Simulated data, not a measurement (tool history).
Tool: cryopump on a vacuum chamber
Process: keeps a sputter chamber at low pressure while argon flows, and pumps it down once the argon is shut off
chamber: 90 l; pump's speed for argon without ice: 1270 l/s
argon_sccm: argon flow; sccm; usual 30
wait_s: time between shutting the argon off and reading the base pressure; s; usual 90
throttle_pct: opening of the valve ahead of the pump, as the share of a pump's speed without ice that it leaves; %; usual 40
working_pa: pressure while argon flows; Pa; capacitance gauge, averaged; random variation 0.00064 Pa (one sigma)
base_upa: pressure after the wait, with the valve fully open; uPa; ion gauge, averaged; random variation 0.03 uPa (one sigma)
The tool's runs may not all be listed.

run,hour,argon_sccm,wait_s,throttle_pct,working_pa,base_upa
1,0.0,30,90,40,0.1002,3.39
2,70.2,30,54,40,0.1016,4.11
3,146.9,30,54,40,0.1026,4.33
4,256.3,30,90,40,0.1029,3.71
5,371.4,30,122,40,0.1036,3.50
6,422.5,30,90,40,0.1030,3.77
7,489.1,30,90,40,0.1041,3.88
8,559.4,30,90,40,0.1040,3.92
9,614.0,31,90,40,0.1086,4.05
10,724.4,31,90,40,0.1102,4.17
11,774.5,24,90,40,0.0844,4.26
12,873.0,24,195,40,0.0858,3.84
13,938.9,24,195,40,0.0848,3.84
# hour 985.1: leaking fittings of the chamber tightened, without venting
14,1041.8,24,195,40,0.0863,0.92
15,1129.2,30,252,40,0.1091,0.83
16,1200.9,30,252,40,0.1096,0.95
17,1251.7,30,252,40,0.1098,0.93
18,1300.9,13,57,30,0.0631,2.53
# hour 1396.0: pump warmed up, emptied and cooled again
19,1399.6,56,44,30,0.2509,3.05
20,1455.1,39,90,22,0.2372,1.84
21,1503.6,39,90,22,0.2380,1.87
22,1578.8,39,90,22,0.2362,1.91
23,1674.5,39,90,22,0.2379,1.98
24,1755.0,37,90,25,0.1994,2.00
25,1826.1,31,90,31,0.1331,2.13
26,1879.6,23,280,31,0.1015,1.35
27,1951.4,23,83,31,0.1009,2.35
28,2008.4,58,83,22,0.3605,2.43
29,2106.7,18,31,50,0.0506,4.70
30,2154.3,18,31,50,0.0506,4.75
31,2220.0,36,47,18,0.2730,3.48
32,2314.2,35,47,28,0.1731,3.52
33,2415.3,35,47,28,0.1727,3.79
34,2502.1,35,47,28,0.1765,3.94

4 ways to go on from here, each from the tool as it stands after run 34. What would each give?
A,2589.4,17,90,40,?,?
B,2589.4,30,125,40,?,?
C,2589.4,35,128,28,?,?
D,2589.4,30,56,17,?,?

run,working_pa,base_upa
A,0.0623,2.98
B,0.1088,2.54
C,0.1767,2.53
D,0.2423,3.62
Without the tool's hidden state the same runs would have given:
run,working_pa,base_upa
A,0.0574,1.50
B,0.1002,1.10
C,0.1668,1.10
D,0.2338,2.16
